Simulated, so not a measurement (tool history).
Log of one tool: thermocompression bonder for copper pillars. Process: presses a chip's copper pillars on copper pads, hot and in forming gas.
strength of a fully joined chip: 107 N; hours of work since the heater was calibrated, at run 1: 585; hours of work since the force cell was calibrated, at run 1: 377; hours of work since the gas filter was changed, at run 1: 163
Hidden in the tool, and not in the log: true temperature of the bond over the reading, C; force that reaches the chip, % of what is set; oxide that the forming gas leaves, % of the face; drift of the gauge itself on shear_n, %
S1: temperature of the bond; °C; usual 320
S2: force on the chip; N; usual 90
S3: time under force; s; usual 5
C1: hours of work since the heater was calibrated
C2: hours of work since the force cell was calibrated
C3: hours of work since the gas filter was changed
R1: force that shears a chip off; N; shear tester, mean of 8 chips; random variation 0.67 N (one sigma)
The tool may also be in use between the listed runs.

run 1 hour=0 | S1=320 S2=90 S3=5 | C1=585 C2=377 C3=163 | R1=70.8
run 2 hour=14.7 | S1=320 S2=90 S3=5 | C1=592 C2=383 C3=170 | R1=71
run 3 hour=27 | S1=320 S2=90 S3=5 | C1=597 C2=388 C3=175 | R1=70.2
run 4 hour=44.1 | S1=320 S2=90 S3=5 | C1=605 C2=396 C3=183 | R1=69.6
run 5 hour=65.1 | S1=343 S2=90 S3=5 | C1=614 C2=405 C3=192 | R1=79.1
run 6 hour=80.4 | S1=306 S2=90 S3=5 | C1=621 C2=412 C3=199 | R1=63.9
run 7 hour=100.4 | S1=306 S2=90 S3=5 | C1=630 C2=421 C3=207 | R1=64.3
run 8 hour=118.4 | S1=306 S2=90 S3=5 | C1=638 C2=429 C3=215 | R1=64.6
run 9 hour=137 | S1=320 S2=55 S3=5 | C1=646 C2=437 C3=223 | R1=54.9
run 10 hour=151 | S1=320 S2=132 S3=5 | C1=652 C2=443 C3=230 | R1=77.9
run 11 hour=166.6 | S1=342 S2=127 S3=3 | C1=659 C2=450 C3=236 | R1=78
run 12 hour=177.7 | S1=348 S2=127 S3=3 | C1=664 C2=455 C3=241 | R1=79.2
-- hour=196.6 forming gas filter changed
run 13 hour=198.7 | S1=348 S2=127 S3=3 | C1=673 C2=464 C3=1 | R1=89.6
run 14 hour=210.2 | S1=348 S2=127 S3=3 | C1=678 C2=469 C3=6 | R1=89.2
run 15 hour=225.3 | S1=343 S2=88 S3=5 | C1=684 C2=475 C3=13 | R1=86.1
run 16 hour=237.2 | S1=320 S2=68 S3=6 | C1=690 C2=481 C3=18 | R1=70.8
run 17 hour=253.5 | S1=309 S2=68 S3=10 | C1=697 C2=488 C3=25 | R1=75.5
run 18 hour=263.2 | S1=309 S2=68 S3=10 | C1=701 C2=492 C3=29 | R1=75.1
run 19 hour=283.5 | S1=309 S2=68 S3=10 | C1=710 C2=501 C3=38 | R1=75.5
run 20 hour=300.6 | S1=343 S2=83 S3=4 | C1=717 C2=509 C3=46 | R1=77.9

5 ways to go on from here, each from the tool as it stands after run 20. What would each give?
run A hour=313.4 | S1=320 S2=105 S3=6 | C1=723 C2=514 C3=51 | R1=?
run B hour=313.4 | S1=312 S2=62 S3=5 | C1=723 C2=514 C3=51 | R1=?
run C hour=313.4 | S1=320 S2=127 S3=10 | C1=723 C2=514 C3=51 | R1=?
run D hour=313.4 | S1=291 S2=89 S3=5 | C1=723 C2=514 C3=51 | R1=?
run E hour=313.4 | S1=319 S2=85 S3=3 | C1=723 C2=514 C3=51 | R1=?

run=A R1=84.2
run=B R1=59.3
run=C R1=94.9
run=D R1=61.6
run=E R1=64.8
Without the tool's hidden state the same runs would have given:
run=A R1=84.7
run=B R1=58.9
run=C R1=96.2
run=D R1=61.1
run=E R1=64.6
